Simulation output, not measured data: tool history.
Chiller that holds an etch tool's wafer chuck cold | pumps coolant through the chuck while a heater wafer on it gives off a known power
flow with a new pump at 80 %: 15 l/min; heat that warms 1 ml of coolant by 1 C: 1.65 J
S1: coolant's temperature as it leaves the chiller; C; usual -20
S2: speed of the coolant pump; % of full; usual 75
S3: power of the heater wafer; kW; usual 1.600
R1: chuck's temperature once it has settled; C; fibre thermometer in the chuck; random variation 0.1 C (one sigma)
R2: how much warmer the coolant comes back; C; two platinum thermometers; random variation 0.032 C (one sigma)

Run 1, day 0.000: usual settings. Result: R1 -3.0 C, R2 4.48 C.
Run 2, day 2.212: usual settings. Result: R1 -3.0 C, R2 4.54 C.
Run 3, day 4.812: usual settings. Result: R1 -3.0 C, R2 4.55 C.
Run 4, day 8.246: usual settings. Result: R1 -3.0 C, R2 4.52 C.
Run 5, day 11.425: usual settings but S3 1.979 kW. Result: R1 1.0 C, R2 5.58 C.
Run 6, day 14.133: usual settings but S3 1.979 kW. Result: R1 1.3 C, R2 5.65 C.
Run 7, day 16.188: usual settings but S3 1.979 kW. Result: R1 1.1 C, R2 5.63 C.
Run 8, day 20.738: usual settings but S3 1.979 kW. Result: R1 1.3 C, R2 5.67 C.
Run 9, day 24.788: usual settings but S3 1.979 kW. Result: R1 1.3 C, R2 5.59 C.
Run 10, day 29.162: usual settings but S3 1.979 kW. Result: R1 1.4 C, R2 5.61 C.
Run 11, day 32.358: usual settings but S3 1.650 kW. Result: R1 -2.0 C, R2 4.73 C.
Run 12, day 35.008: usual settings but S1 -21 C, S3 1.650 kW. Result: R1 -3.1 C, R2 4.76 C.
Run 13, day 37.604: usual settings. Result: R1 -2.7 C, R2 4.54 C.
Run 14, day 41.921: usual settings but S1 -15 C. Result: R1 2.4 C, R2 4.63 C.
Run 15, day 45.246: usual settings but S1 -15 C. Result: R1 2.4 C, R2 4.56 C.
Run 16, day 48.292: usual settings but S1 -15 C. Result: R1 2.3 C, R2 4.65 C.
Run 17, day 51.733: usual settings but S1 -15 C. Result: R1 2.5 C, R2 4.61 C.
Run 18, day 56.650: usual settings but S1 -17 C, S2 89 % of full, S3 1.130 kW. Result: R1 -6.3 C, R2 2.73 C.
Run 19, day 61.246: usual settings but S1 -29 C, S2 89 % of full, S3 1.057 kW. Result: R1 -19.0 C, R2 2.58 C.
Run 20, day 66.075: usual settings but S1 -19 C, S2 89 % of full, S3 1.057 kW. Result: R1 -9.0 C, R2 2.62 C.
Run 21, day 69.550: usual settings but S1 -19 C, S2 89 % of full, S3 1.057 kW. Result: R1 -8.9 C, R2 2.59 C.
Run 22, day 73.946: usual settings but S1 -11 C, S2 86 % of full, S3 1.010 kW. Result: R1 -1.2 C, R2 2.66 C.
Run 23, day 78.325: usual settings but S1 -19 C, S3 1.067 kW. Result: R1 -7.3 C, R2 3.12 C.
At day 81.883: chiller's thermometer calibrated.
Run 24, day 83.088: usual settings but S1 -18 C, S2 68 % of full, S3 0.962 kW. Result: R1 -6.4 C, R2 3.08 C.
Run 25, day 87.250: usual settings but S1 -18 C, S2 68 % of full, S3 0.962 kW. Result: R1 -6.4 C, R2 3.13 C.
Run 26, day 90.783: usual settings but S2 97 % of full. Result: R1 -5.5 C, R2 3.62 C.
Run 27, day 95.475: usual settings but S1 -29 C, S2 97 % of full, S3 0.832 kW. Result: R1 -21.6 C, R2 1.88 C.
Run 28, day 99.712: usual settings but S3 1.007 kW. Result: R1 -8.8 C, R2 2.99 C.
Run 29, day 101.896: usual settings but S3 1.007 kW. Result: R1 -8.6 C, R2 2.91 C.
Run 30, day 106.492: usual settings but S1 -23 C, S2 72 % of full, S3 1.345 kW. Result: R1 -7.3 C, R2 4.15 C.
Run 31, day 111.400: usual settings but S2 83 % of full, S3 1.797 kW. Result: R1 -1.3 C, R2 4.80 C.

4 ways to go on from here, each from the tool as it stands after run 31. What would each give?
Run A, day 115.438: usual settings but S1 -24 C, S2 94 % of full, S3 1.971 kW. Result: R1 ?, R2 ?.
Run B, day 115.438: usual settings but S2 73 % of full, S3 1.747 kW. Result: R1 ?, R2 ?.
Run C, day 115.438: usual settings but S2 78 % of full, S3 1.700 kW. Result: R1 ?, R2 ?.
Run D, day 115.438: usual settings but S2 100 % of full, S3 1.797 kW. Result: R1 ?, R2 ?.

run    R1    R2
  A  -5.4  4.69
  B   0.4  5.36
  C  -1.3  4.87
  D  -3.8  3.97
Without the tool's hidden state the same runs would have given:
run    R1    R2
  A  -8.3  4.09
  B  -2.8  4.67
  C  -4.2  4.25
  D  -6.3  3.46
